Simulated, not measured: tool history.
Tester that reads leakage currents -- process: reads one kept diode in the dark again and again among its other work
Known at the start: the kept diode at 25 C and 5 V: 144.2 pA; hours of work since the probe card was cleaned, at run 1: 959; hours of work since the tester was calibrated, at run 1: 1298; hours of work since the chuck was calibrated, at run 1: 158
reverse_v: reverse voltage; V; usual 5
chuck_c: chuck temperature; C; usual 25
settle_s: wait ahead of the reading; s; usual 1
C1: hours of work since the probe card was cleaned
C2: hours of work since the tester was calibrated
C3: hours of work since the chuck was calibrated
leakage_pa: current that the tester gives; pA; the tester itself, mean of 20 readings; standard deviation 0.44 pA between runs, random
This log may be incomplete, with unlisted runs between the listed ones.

run 1 hour=0 | reverse_v=5 chuck_c=25 settle_s=1 | C1=959 C2=1298 C3=158 | leakage_pa=156.68
run 2 hour=33.7 | reverse_v=5 chuck_c=25 settle_s=1 | C1=974 C2=1312 C3=172 | leakage_pa=157.73
run 3 hour=62.7 | reverse_v=5 chuck_c=25 settle_s=1 | C1=987 C2=1325 C3=185 | leakage_pa=157.52
run 4 hour=103.5 | reverse_v=5 chuck_c=25 settle_s=1.38 | C1=1004 C2=1343 C3=202 | leakage_pa=158.33
run 5 hour=129.6 | reverse_v=5 chuck_c=25 settle_s=1.38 | C1=1016 C2=1354 C3=214 | leakage_pa=159.15
run 6 hour=161.1 | reverse_v=5 chuck_c=51 settle_s=1.38 | C1=1029 C2=1368 C3=227 | leakage_pa=1072.27
run 7 hour=215.5 | reverse_v=5 chuck_c=51 settle_s=1.38 | C1=1053 C2=1391 C3=251 | leakage_pa=1076.04
run 8 hour=251.5 | reverse_v=3.36 chuck_c=59 settle_s=0.89 | C1=1069 C2=1407 C3=267 | leakage_pa=1540.03
run 9 hour=279.8 | reverse_v=5 chuck_c=58 settle_s=1 | C1=1081 C2=1419 C3=279 | leakage_pa=1727.34
run 10 hour=308.6 | reverse_v=1.63 chuck_c=22 settle_s=4.02 | C1=1093 C2=1432 C3=291 | leakage_pa=74.57
run 11 hour=352 | reverse_v=1.63 chuck_c=22 settle_s=4.02 | C1=1112 C2=1450 C3=310 | leakage_pa=74.97

Below, each run's measurement less what the same run would have read without the hidden state. Both values contain the same run-to-run variation, but the gauge's scatter may not be the same in both:
Hidden state at play: stray current of the dirty probe card, pA a volt; current scale over the true one, %; true chuck temperature over the reading, C; drift of the gauge itself on leakage_pa, %.
run=1 leakage_pa=+10.94
run=2 leakage_pa=+11.56
run=3 leakage_pa=+12
run=4 leakage_pa=+12.73
run=5 leakage_pa=+13.2
run=6 leakage_pa=+55.57
run=7 leakage_pa=+60.54
run=8 leakage_pa=+84.34
run=9 leakage_pa=+100.17
run=10 leakage_pa=+6.9
run=11 leakage_pa=+7.25

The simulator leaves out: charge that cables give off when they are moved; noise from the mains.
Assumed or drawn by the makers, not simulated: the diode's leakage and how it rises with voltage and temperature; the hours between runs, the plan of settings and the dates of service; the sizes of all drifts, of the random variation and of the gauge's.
